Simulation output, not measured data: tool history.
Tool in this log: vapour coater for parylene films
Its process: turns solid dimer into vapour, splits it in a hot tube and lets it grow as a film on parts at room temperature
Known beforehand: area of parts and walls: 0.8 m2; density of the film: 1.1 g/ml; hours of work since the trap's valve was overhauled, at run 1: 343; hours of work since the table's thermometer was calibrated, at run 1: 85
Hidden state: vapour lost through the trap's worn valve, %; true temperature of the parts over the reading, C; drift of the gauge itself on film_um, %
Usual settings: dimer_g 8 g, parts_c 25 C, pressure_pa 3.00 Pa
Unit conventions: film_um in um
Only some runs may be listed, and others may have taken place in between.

run   hour  dimer_g  parts_c  pressure_pa  hours of work since the trap's valve was overhauled  hours of work since the table's thermometer was calibrated  film_um
  1    0.0        8       25         3.00                                                  343                                                          85     6.01
  2   18.1        8       25         3.00                                                  351                                                          93     6.01
  3   33.0       14       25         3.00                                                  358                                                         100    10.47
  4   45.1       14       25         3.00                                                  363                                                         105    10.46
  5   61.0       10       25         3.00                                                  370                                                         112     7.41
  6   77.6       10       25         3.00                                                  378                                                         120     7.38
  7   91.0        6       25         3.00                                                  384                                                         126     4.44
  8  101.9        8       25         3.00                                                  389                                                         131     5.92
  9  120.0        8       25         2.39                                                  397                                                         139     6.08
 10  136.3        8       25         2.39                                                  404                                                         146     6.07

Estimate the outcome of run 11 from the log above:
 11  146.7        8       29         4.22                                                  409                                                         151        ?

film_um: 5.01 um
Minus the tool's unlogged condition, the same run would have read film_um 5.42 um.
